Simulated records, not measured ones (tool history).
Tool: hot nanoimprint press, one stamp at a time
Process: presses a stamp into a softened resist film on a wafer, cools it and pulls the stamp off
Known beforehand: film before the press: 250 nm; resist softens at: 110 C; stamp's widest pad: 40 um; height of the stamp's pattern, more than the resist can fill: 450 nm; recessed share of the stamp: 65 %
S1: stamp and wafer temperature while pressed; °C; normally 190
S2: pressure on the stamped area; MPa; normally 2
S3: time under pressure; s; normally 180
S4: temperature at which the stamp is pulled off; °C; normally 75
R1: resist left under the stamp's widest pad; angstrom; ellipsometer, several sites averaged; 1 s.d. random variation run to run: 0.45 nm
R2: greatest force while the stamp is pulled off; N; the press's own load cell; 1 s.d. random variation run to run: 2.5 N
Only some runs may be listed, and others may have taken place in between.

{"run": 1, "hour": 0.0, "S1": 190, "S2": 2, "S3": 180, "S4": 75, "R1": 1460, "R2": 116}
{"run": 2, "hour": 9.7, "S1": 190, "S2": 2, "S3": 180, "S4": 75, "R1": 1462, "R2": 114}
{"run": 3, "hour": 19.7, "S1": 190, "S2": 2, "S3": 180, "S4": 75, "R1": 1458, "R2": 116}
{"run": 4, "hour": 26.3, "S1": 190, "S2": 2, "S3": 180, "S4": 75, "R1": 1454, "R2": 113}
{"run": 5, "hour": 32.1, "S1": 190, "S2": 2, "S3": 180, "S4": 75, "R1": 1467, "R2": 115}
{"run": 6, "hour": 41.8, "S1": 196, "S2": 2, "S3": 180, "S4": 75, "R1": 1291, "R2": 113}
{"run": 7, "hour": 49.5, "S1": 196, "S2": 2, "S3": 180, "S4": 75, "R1": 1283, "R2": 116}
{"run": 8, "hour": 56.5, "S1": 190, "S2": 2, "S3": 180, "S4": 75, "R1": 1464, "R2": 117}
{"run": 9, "hour": 62.5, "S1": 190, "S2": 2, "S3": 180, "S4": 75, "R1": 1464, "R2": 117}
{"run": 10, "hour": 67.5, "S1": 190, "S2": 2, "S3": 180, "S4": 75, "R1": 1469, "R2": 116}
{"run": 11, "hour": 73.2, "S1": 199, "S2": 2, "S3": 180, "S4": 75, "R1": 1216, "R2": 116}
{"run": 12, "hour": 84.1, "S1": 190, "S2": 2, "S3": 130, "S4": 75, "R1": 1615, "R2": 118}
{"run": 13, "hour": 94.1, "S1": 190, "S2": 2, "S3": 130, "S4": 75, "R1": 1618, "R2": 119}
{"run": 14, "hour": 98.8, "S1": 190, "S2": 2, "S3": 130, "S4": 75, "R1": 1618, "R2": 113}
{"run": 15, "hour": 108.6, "S1": 190, "S2": 2, "S3": 130, "S4": 75, "R1": 1624, "R2": 113}
{"run": 16, "hour": 113.6, "S1": 188, "S2": 3.14, "S3": 274, "S4": 83, "R1": 1095, "R2": 101}
{"run": 17, "hour": 123.2, "S1": 188, "S2": 1.9, "S3": 274, "S4": 83, "R1": 1376, "R2": 105}
{"run": 18, "hour": 129.9, "S1": 190, "S2": 2.4, "S3": 180, "S4": 75, "R1": 1373, "R2": 114}
{"run": 19, "hour": 136.5, "S1": 190, "S2": 2.4, "S3": 180, "S4": 75, "R1": 1365, "R2": 114}
{"run": 20, "hour": 145.3, "S1": 190, "S2": 1.21, "S3": 180, "S4": 67, "R1": 1768, "R2": 123}
{"run": 21, "hour": 152.0, "S1": 190, "S2": 1.21, "S3": 180, "S4": 67, "R1": 1766, "R2": 128}
{"run": 22, "hour": 157.7, "S1": 189, "S2": 1.47, "S3": 127, "S4": 63, "R1": 1848, "R2": 130}
{"run": 23, "hour": 162.7, "S1": 189, "S2": 1.47, "S3": 127, "S4": 63, "R1": 1842, "R2": 135}
{"run": 24, "hour": 172.1, "S1": 198, "S2": 2, "S3": 96, "S4": 79, "R1": 1531, "R2": 109}
{"run": 25, "hour": 179.7, "S1": 190, "S2": 3, "S3": 137, "S4": 64, "R1": 1360, "R2": 133}
{"run": 26, "hour": 187.4, "S1": 190, "S2": 3, "S3": 137, "S4": 64, "R1": 1365, "R2": 132}
{"run": 27, "hour": 196.9, "S1": 190, "S2": 3, "S3": 137, "S4": 64, "R1": 1370, "R2": 132}
{"run": 28, "hour": 207.6, "S1": 196, "S2": 1.28, "S3": 277, "S4": 74, "R1": 1373, "R2": 115}

For run 29, what comes out?
{"run": 29, "hour": 212.7, "S1": 196, "S2": 1.28, "S3": 277, "S4": 74, "R1": "?", "R2": "?"}

R1: 1376 angstrom
R2: 115 N
With the hidden condition absent and the run-to-run variation left alone, this run would have shown R1 1348 angstrom, R2 114 N.
